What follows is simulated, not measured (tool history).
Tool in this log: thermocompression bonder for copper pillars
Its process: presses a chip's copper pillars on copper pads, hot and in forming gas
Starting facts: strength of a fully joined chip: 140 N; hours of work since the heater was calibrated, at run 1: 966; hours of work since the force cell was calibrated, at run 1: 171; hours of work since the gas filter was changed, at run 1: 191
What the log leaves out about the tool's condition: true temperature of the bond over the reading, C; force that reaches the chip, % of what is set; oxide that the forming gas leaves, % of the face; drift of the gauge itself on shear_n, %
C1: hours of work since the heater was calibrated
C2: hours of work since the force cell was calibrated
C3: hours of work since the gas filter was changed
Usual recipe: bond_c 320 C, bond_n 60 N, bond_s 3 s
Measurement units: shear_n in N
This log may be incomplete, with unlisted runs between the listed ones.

Run 1, hour 0: usual settings; C1 966; C2 171; C3 191. Result: shear_n 49 N.
Run 2, hour 6.4: usual settings; C1 970; C2 176; C3 196. Result: shear_n 50.3 N.
Run 3, hour 15.5: usual settings; C1 977; C2 182; C3 202. Result: shear_n 48.8 N.
Run 4, hour 25.9: usual settings; C1 984; C2 189; C3 209. Result: shear_n 49 N.
Run 5, hour 31.5: usual settings but bond_c 336 C; C1 987; C2 193; C3 213. Result: shear_n 58 N.
Run 6, hour 36.9: usual settings but bond_c 347 C; C1 991; C2 196; C3 217. Result: shear_n 63 N.
Run 7, hour 42: usual settings but bond_c 347 C; C1 995; C2 200; C3 220. Result: shear_n 63.1 N.
Run 8, hour 52.4: usual settings but bond_c 347 C; C1 1002; C2 207; C3 227. Result: shear_n 62.1 N.
Run 9, hour 62: usual settings; C1 1008; C2 213; C3 234. Result: shear_n 49.4 N.
Run 10, hour 70.4: usual settings; C1 1014; C2 219; C3 239. Result: shear_n 50.1 N.
Run 11, hour 81.1: usual settings; C1 1021; C2 226; C3 247. Result: shear_n 48.3 N.
Run 12, hour 89.9: usual settings but bond_n 69 N; C1 1027; C2 232; C3 253. Result: shear_n 54.8 N.
Run 13, hour 98.3: usual settings but bond_s 5 s; C1 1033; C2 238; C3 258. Result: shear_n 58.2 N.
Run 14, hour 104.5: usual settings but bond_s 4 s; C1 1037; C2 242; C3 262. Result: shear_n 55.4 N.
Run 15, hour 114.7: usual settings but bond_n 90 N; C1 1044; C2 249; C3 269. Result: shear_n 68.1 N.
Run 16, hour 120.4: usual settings but bond_c 296 C; C1 1048; C2 253; C3 273. Result: shear_n 38.6 N.
Run 17, hour 128.2: usual settings; C1 1053; C2 258; C3 279. Result: shear_n 47.6 N.
Run 18, hour 135.5: usual settings; C1 1058; C2 263; C3 284. Result: shear_n 48.9 N.
Run 19, hour 142: usual settings; C1 1063; C2 268; C3 288. Result: shear_n 48.1 N.
Run 20, hour 152.1: usual settings but bond_c 310 C; C1 1069; C2 275; C3 295. Result: shear_n 44.1 N.
Run 21, hour 160.6: usual settings but bond_c 310 C; C1 1075; C2 281; C3 301. Result: shear_n 43.9 N.
Run 22, hour 166.7: usual settings but bond_c 316 C; C1 1079; C2 285; C3 305. Result: shear_n 45 N.
Run 23, hour 177.4: usual settings but bond_c 312 C, bond_s 6 s; C1 1087; C2 292; C3 312. Result: shear_n 56.2 N.
Run 24, hour 185.7: usual settings but bond_c 312 C, bond_s 6 s; C1 1092; C2 298; C3 318. Result: shear_n 56.7 N.
At hour 187.8: force cell calibrated.
Run 25, hour 194.1: usual settings but bond_c 312 C, bond_s 6 s; C1 1097; C2 4; C3 322. Result: shear_n 57 N.
Run 26, hour 200.1: usual settings but bond_c 312 C, bond_n 39 N; C1 1101; C2 8; C3 327. Result: shear_n 28.8 N.
Run 27, hour 209.8: usual settings but bond_c 306 C, bond_n 76 N, bond_s 9 s; C1 1108; C2 15; C3 333. Result: shear_n 72.6 N.
At hour 218.4: force cell calibrated, once more.
Run 28, hour 221.1: usual settings but bond_c 321 C, bond_n 62 N, bond_s 4 s; C1 1114; C2 2; C3 340. Result: shear_n 53.8 N.
Run 29, hour 227.5: usual settings but bond_c 304 C, bond_n 37 N, bond_s 8 s; C1 1119; C2 6; C3 344. Result: shear_n 36.1 N.
Run 30, hour 232.7: usual settings but bond_c 294 C, bond_n 61 N, bond_s 7 s; C1 1122; C2 10; C3 348. Result: shear_n 49 N.
At hour 233.8: forming gas filter changed.
Run 31, hour 240.7: usual settings but bond_n 37 N; C1 1127; C2 15; C3 5. Result: shear_n 32.1 N.
Run 32, hour 250.5: usual settings but bond_c 340 C, bond_n 37 N; C1 1134; C2 21; C3 11. Result: shear_n 39.7 N.
Run 33, hour 259.7: usual settings but bond_c 340 C, bond_n 37 N; C1 1140; C2 28; C3 18. Result: shear_n 39 N.
Run 34, hour 266.9: usual settings but bond_c 340 C, bond_n 37 N; C1 1145; C2 33; C3 22. Result: shear_n 39.1 N.
Run 35, hour 274.6: usual settings but bond_c 312 C, bond_n 55 N; C1 1150; C2 38; C3 28. Result: shear_n 42.8 N.
Run 36, hour 285.5: usual settings but bond_n 50 N, bond_s 6 s; C1 1158; C2 45; C3 35. Result: shear_n 56.4 N.
Run 37, hour 292.3: usual settings but bond_n 50 N, bond_s 6 s; C1 1162; C2 50; C3 40. Result: shear_n 56.1 N.
Run 38, hour 298.9: usual settings but bond_c 345 C; C1 1167; C2 54; C3 44. Result: shear_n 62.3 N.
Run 39, hour 309.7: usual settings but bond_c 345 C; C1 1174; C2 62; C3 52. Result: shear_n 61.7 N.

What if the next run were any one of these 3? Each begins from the tool's condition after run 39:
Run A, hour 316.9: usual settings but bond_c 314 C, bond_n 54 N, bond_s 4 s; C1 1179; C2 67; C3 56. Result: shear_n ?.
Run B, hour 316.9: usual settings but bond_c 305 C, bond_n 40 N; C1 1179; C2 67; C3 56. Result: shear_n ?.
Run C, hour 316.9: usual settings but bond_c 350 C, bond_s 2 s; C1 1179; C2 67; C3 56. Result: shear_n ?.

run  shear_n
  A     47.5
  B     28.6
  C     56.6
Without the tool's unlogged condition, the same runs would have read:
run  shear_n
  A     51.7
  B     31.3
  C       61
